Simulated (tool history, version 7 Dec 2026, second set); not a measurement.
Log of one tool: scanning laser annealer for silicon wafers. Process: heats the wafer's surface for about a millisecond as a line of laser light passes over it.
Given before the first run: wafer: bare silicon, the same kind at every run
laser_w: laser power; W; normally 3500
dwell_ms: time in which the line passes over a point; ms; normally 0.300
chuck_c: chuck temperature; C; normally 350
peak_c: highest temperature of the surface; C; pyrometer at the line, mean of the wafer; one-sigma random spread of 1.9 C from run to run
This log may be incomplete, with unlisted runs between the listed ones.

| run | hour | laser_w | dwell_ms | chuck_c | peak_c |
|---|---|---|---|---|---|
| 1 | 0.0 | 3500 | 0.300 | 350 | 1054 |
| 2 | 17.4 | 3500 | 0.300 | 350 | 1055 |
| 3 | 28.4 | 3500 | 0.300 | 350 | 1056 |
| 4 | 39.5 | 3500 | 0.300 | 350 | 1053 |
| 5 | 52.8 | 3500 | 0.300 | 350 | 1055 |
| 6 | 68.0 | 3500 | 0.300 | 350 | 1052 |
| 7 | 80.6 | 3500 | 0.300 | 357 | 1060 |
| 8 | 89.9 | 3500 | 0.300 | 357 | 1059 |
| 9 | 103.7 | 3500 | 0.300 | 357 | 1061 |
| 10 | 121.8 | 3500 | 0.300 | 324 | 1027 |
| 11 | 130.1 | 3500 | 0.300 | 324 | 1027 |
| 12 | 145.1 | 3500 | 0.300 | 324 | 1025 |
| 13 | 153.0 | 3500 | 0.250 | 350 | 996 |
| 14 | 171.0 | 3500 | 0.250 | 350 | 998 |
| 15 | 186.2 | 3500 | 0.300 | 350 | 1052 |
| 16 | 194.6 | 3215 | 0.300 | 350 | 986 |
| 17 | 211.2 | 3215 | 0.300 | 350 | 984 |
| 18 | 228.6 | 3215 | 0.300 | 350 | 984 |
|  | 243.2 | optics aligned, line set to its width |
| 19 | 251.0 | 3215 | 0.300 | 350 | 995 |
| 20 | 263.1 | 3215 | 0.300 | 350 | 994 |
| 21 | 273.4 | 3215 | 0.300 | 368 | 1010 |
| 22 | 291.4 | 3209 | 0.312 | 322 | 976 |
| 23 | 301.2 | 3596 | 0.244 | 350 | 1014 |
| 24 | 315.7 | 3596 | 0.244 | 350 | 1016 |
| 25 | 332.3 | 3596 | 0.244 | 350 | 1016 |
| 26 | 343.6 | 3752 | 0.300 | 350 | 1110 |
| 27 | 361.6 | 3752 | 0.282 | 369 | 1113 |
| 28 | 374.1 | 3434 | 0.282 | 362 | 1035 |

Forecast run 29:
| 29 | 391.2 | 2976 | 0.235 | 389 | ? |

peak_c: 919 C
Were there no unlogged condition in the tool, this run, its random variation unchanged, would have produced peak_c 942 C.
